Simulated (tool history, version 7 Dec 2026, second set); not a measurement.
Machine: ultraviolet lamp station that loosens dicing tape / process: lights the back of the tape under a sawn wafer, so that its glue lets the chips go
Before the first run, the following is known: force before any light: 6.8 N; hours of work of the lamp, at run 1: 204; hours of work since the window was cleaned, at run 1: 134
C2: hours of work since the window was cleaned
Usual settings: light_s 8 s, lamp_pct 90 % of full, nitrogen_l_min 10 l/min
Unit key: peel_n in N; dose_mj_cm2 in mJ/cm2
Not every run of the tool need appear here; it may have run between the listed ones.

run 1 hour=0 | light_s=8 lamp_pct=90 nitrogen_l_min=10 | hours_of_work_of_the_lamp=204 C2=134 | peel_n=0.63 dose_mj_cm2=332
run 2 hour=10.2 | light_s=8 lamp_pct=90 nitrogen_l_min=10 | hours_of_work_of_the_lamp=210 C2=140 | peel_n=0.664 dose_mj_cm2=319
run 3 hour=20 | light_s=8 lamp_pct=90 nitrogen_l_min=10 | hours_of_work_of_the_lamp=215 C2=145 | peel_n=0.655 dose_mj_cm2=323
run 4 hour=29.4 | light_s=8 lamp_pct=90 nitrogen_l_min=10 | hours_of_work_of_the_lamp=221 C2=151 | peel_n=0.633 dose_mj_cm2=322
run 5 hour=35.7 | light_s=8 lamp_pct=90 nitrogen_l_min=10 | hours_of_work_of_the_lamp=224 C2=154 | peel_n=0.663 dose_mj_cm2=321
run 6 hour=40.3 | light_s=8 lamp_pct=69 nitrogen_l_min=10 | hours_of_work_of_the_lamp=227 C2=157 | peel_n=1.085 dose_mj_cm2=247
run 7 hour=50.8 | light_s=8 lamp_pct=90 nitrogen_l_min=10 | hours_of_work_of_the_lamp=233 C2=163 | peel_n=0.683 dose_mj_cm2=319
run 8 hour=61.2 | light_s=8 lamp_pct=90 nitrogen_l_min=10 | hours_of_work_of_the_lamp=239 C2=169 | peel_n=0.677 dose_mj_cm2=319
run 9 hour=68.6 | light_s=8 lamp_pct=90 nitrogen_l_min=12 | hours_of_work_of_the_lamp=243 C2=173 | peel_n=0.599 dose_mj_cm2=321
run 10 hour=73.9 | light_s=7 lamp_pct=61 nitrogen_l_min=11 | hours_of_work_of_the_lamp=246 C2=176 | peel_n=1.497 dose_mj_cm2=190

What does the tool deliver on the next run?
run 11 hour=82.7 | light_s=7 lamp_pct=61 nitrogen_l_min=11 | hours_of_work_of_the_lamp=251 C2=181 | peel_n=? dose_mj_cm2=?

Logged for run 11: peel_n 1.528 N, dose_mj_cm2 188 mJ/cm2.
The same run, on a tool lacking any hidden state, would have yielded peel_n 1.169 N, dose_mj_cm2 226 mJ/cm2.

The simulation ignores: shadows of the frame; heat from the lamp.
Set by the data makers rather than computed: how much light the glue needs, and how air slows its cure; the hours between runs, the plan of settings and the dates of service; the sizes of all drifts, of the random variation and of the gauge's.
